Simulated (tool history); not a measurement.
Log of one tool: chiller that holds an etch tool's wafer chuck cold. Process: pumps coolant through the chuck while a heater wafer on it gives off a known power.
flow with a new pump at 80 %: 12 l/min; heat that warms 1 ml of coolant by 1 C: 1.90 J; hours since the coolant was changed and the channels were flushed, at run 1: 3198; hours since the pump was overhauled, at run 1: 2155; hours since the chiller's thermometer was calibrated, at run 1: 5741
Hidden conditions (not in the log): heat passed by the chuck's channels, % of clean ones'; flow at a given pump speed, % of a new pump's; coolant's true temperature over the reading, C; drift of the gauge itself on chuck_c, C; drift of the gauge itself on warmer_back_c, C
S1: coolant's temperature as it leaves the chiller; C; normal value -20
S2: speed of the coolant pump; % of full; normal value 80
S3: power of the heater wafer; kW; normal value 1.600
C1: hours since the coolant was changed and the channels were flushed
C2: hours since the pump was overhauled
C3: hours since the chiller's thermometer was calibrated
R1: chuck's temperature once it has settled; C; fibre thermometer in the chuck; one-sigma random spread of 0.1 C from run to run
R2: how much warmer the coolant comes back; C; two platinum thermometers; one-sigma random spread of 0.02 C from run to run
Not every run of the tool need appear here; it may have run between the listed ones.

{"run": 1, "hour": 0.0, "S1": -20, "S2": 80, "S3": 1.6, "C1": 3198, "C2": 2155, "C3": 5741, "R1": -9.0, "R2": 4.29}
{"run": 2, "hour": 80.3, "S1": -20, "S2": 99, "S3": 1.6, "C1": 3279, "C2": 2236, "C3": 5821, "R1": -10.3, "R2": 3.49}
{"run": 3, "hour": 156.6, "S1": -20, "S2": 80, "S3": 1.6, "C1": 3355, "C2": 2312, "C3": 5897, "R1": -9.0, "R2": 4.31}
{"hour": 166.7, "done": "chiller's thermometer calibrated"}
{"run": 4, "hour": 222.4, "S1": -20, "S2": 75, "S3": 1.6, "C1": 3420, "C2": 2377, "C3": 56, "R1": -8.7, "R2": 4.6}
{"run": 5, "hour": 280.4, "S1": -20, "S2": 75, "S3": 1.6, "C1": 3478, "C2": 2435, "C3": 114, "R1": -8.9, "R2": 4.66}
{"run": 6, "hour": 316.1, "S1": -20, "S2": 75, "S3": 1.6, "C1": 3513, "C2": 2470, "C3": 149, "R1": -8.7, "R2": 4.64}
{"run": 7, "hour": 376.4, "S1": -20, "S2": 88, "S3": 1.6, "C1": 3574, "C2": 2531, "C3": 210, "R1": -9.9, "R2": 3.95}
{"run": 8, "hour": 459.5, "S1": -20, "S2": 80, "S3": 1.266, "C1": 3657, "C2": 2614, "C3": 293, "R1": -11.4, "R2": 3.42}
{"run": 9, "hour": 511.8, "S1": -20, "S2": 80, "S3": 1.266, "C1": 3709, "C2": 2666, "C3": 345, "R1": -11.3, "R2": 3.43}
{"run": 10, "hour": 558.9, "S1": -20, "S2": 80, "S3": 1.266, "C1": 3756, "C2": 2713, "C3": 392, "R1": -11.3, "R2": 3.41}
{"run": 11, "hour": 612.4, "S1": -20, "S2": 80, "S3": 1.116, "C1": 3810, "C2": 2767, "C3": 446, "R1": -12.4, "R2": 3.01}
{"run": 12, "hour": 659.3, "S1": -10, "S2": 80, "S3": 1.6, "C1": 3857, "C2": 2814, "C3": 493, "R1": 0.9, "R2": 4.34}
{"run": 13, "hour": 739.0, "S1": -20, "S2": 80, "S3": 1.142, "C1": 3936, "C2": 2893, "C3": 572, "R1": -12.1, "R2": 3.08}
{"run": 14, "hour": 822.5, "S1": -20, "S2": 80, "S3": 1.687, "C1": 4020, "C2": 2977, "C3": 656, "R1": -8.5, "R2": 4.6}
{"run": 15, "hour": 878.9, "S1": -20, "S2": 80, "S3": 1.593, "C1": 4076, "C2": 3033, "C3": 712, "R1": -9.0, "R2": 4.35}
{"hour": 891.0, "done": "coolant pump overhauled"}
{"run": 16, "hour": 927.8, "S1": -20, "S2": 80, "S3": 1.593, "C1": 4120, "C2": 37, "C3": 756, "R1": -9.0, "R2": 4.38}
{"run": 17, "hour": 972.8, "S1": -20, "S2": 80, "S3": 1.593, "C1": 4165, "C2": 82, "C3": 801, "R1": -9.0, "R2": 4.38}
{"run": 18, "hour": 1010.7, "S1": -13, "S2": 80, "S3": 0.993, "C1": 4203, "C2": 120, "C3": 839, "R1": -6.2, "R2": 2.71}
{"run": 19, "hour": 1065.1, "S1": -19, "S2": 80, "S3": 1.182, "C1": 4258, "C2": 174, "C3": 893, "R1": -10.8, "R2": 3.24}
{"run": 20, "hour": 1108.2, "S1": -20, "S2": 94, "S3": 1.6, "C1": 4301, "C2": 217, "C3": 937, "R1": -10.1, "R2": 3.72}
{"hour": 1123.2, "done": "coolant pump overhauled, once more"}
{"run": 21, "hour": 1184.2, "S1": -20, "S2": 94, "S3": 1.6, "C1": 4372, "C2": 61, "C3": 1008, "R1": -10.0, "R2": 3.63}
{"run": 22, "hour": 1221.0, "S1": -20, "S2": 94, "S3": 1.6, "C1": 4408, "C2": 98, "C3": 1044, "R1": -10.0, "R2": 3.61}
{"run": 23, "hour": 1282.4, "S1": -20, "S2": 62, "S3": 1.6, "C1": 4470, "C2": 159, "C3": 1106, "R1": -7.1, "R2": 5.57}
{"run": 24, "hour": 1363.7, "S1": -20, "S2": 70, "S3": 1.561, "C1": 4551, "C2": 241, "C3": 1187, "R1": -8.4, "R2": 4.83}
{"run": 25, "hour": 1419.5, "S1": -20, "S2": 70, "S3": 1.561, "C1": 4607, "C2": 296, "C3": 1243, "R1": -8.3, "R2": 4.78}
{"run": 26, "hour": 1459.9, "S1": -26, "S2": 82, "S3": 2.267, "C1": 4647, "C2": 337, "C3": 1283, "R1": -10.6, "R2": 5.91}
{"run": 27, "hour": 1540.8, "S1": -28, "S2": 82, "S3": 2.267, "C1": 4728, "C2": 418, "C3": 1364, "R1": -12.7, "R2": 5.94}
{"run": 28, "hour": 1582.9, "S1": -20, "S2": 74, "S3": 1.627, "C1": 4770, "C2": 460, "C3": 1406, "R1": -8.2, "R2": 4.73}
{"run": 29, "hour": 1630.5, "S1": -20, "S2": 74, "S3": 1.627, "C1": 4818, "C2": 507, "C3": 1454, "R1": -8.0, "R2": 4.72}
{"run": 30, "hour": 1700.1, "S1": -20, "S2": 74, "S3": 1.627, "C1": 4887, "C2": 577, "C3": 1523, "R1": -8.2, "R2": 4.75}
{"run": 31, "hour": 1763.7, "S1": -12, "S2": 74, "S3": 1.627, "C1": 4951, "C2": 640, "C3": 1587, "R1": -0.3, "R2": 4.72}
{"run": 32, "hour": 1835.4, "S1": -12, "S2": 74, "S3": 1.627, "C1": 5023, "C2": 712, "C3": 1659, "R1": 0.1, "R2": 4.74}

For some of the steps in R1 from one run to the next: how much would appear even if the tool had no hidden state, given the settings, what came in and random variation, and how much remains for the hidden state plus any gauge scatter that the measured result and the result without hidden state don't share?
Run 11 -> 12: S1 -20 -> -10, S3 1.116 -> 1.600. R1 +13.3 C: hidden state +0.4, all else +12.9.
Run 12 -> 13: S1 -10 -> -20, S3 1.600 -> 1.142. R1 -13.0 C: hidden state -0.3, all else -12.7.
Run 13 -> 14: S3 1.142 -> 1.687. R1 +3.6 C: hidden state +0.4, all else +3.2.
Run 17 -> 18: S1 -20 -> -13, S3 1.593 -> 0.993. R1 +2.8 C: hidden state -0.4, all else +3.2.
Run 30 -> 31: S1 -20 -> -12. R1 +7.9 C: hidden state -0.1, all else +8.0.

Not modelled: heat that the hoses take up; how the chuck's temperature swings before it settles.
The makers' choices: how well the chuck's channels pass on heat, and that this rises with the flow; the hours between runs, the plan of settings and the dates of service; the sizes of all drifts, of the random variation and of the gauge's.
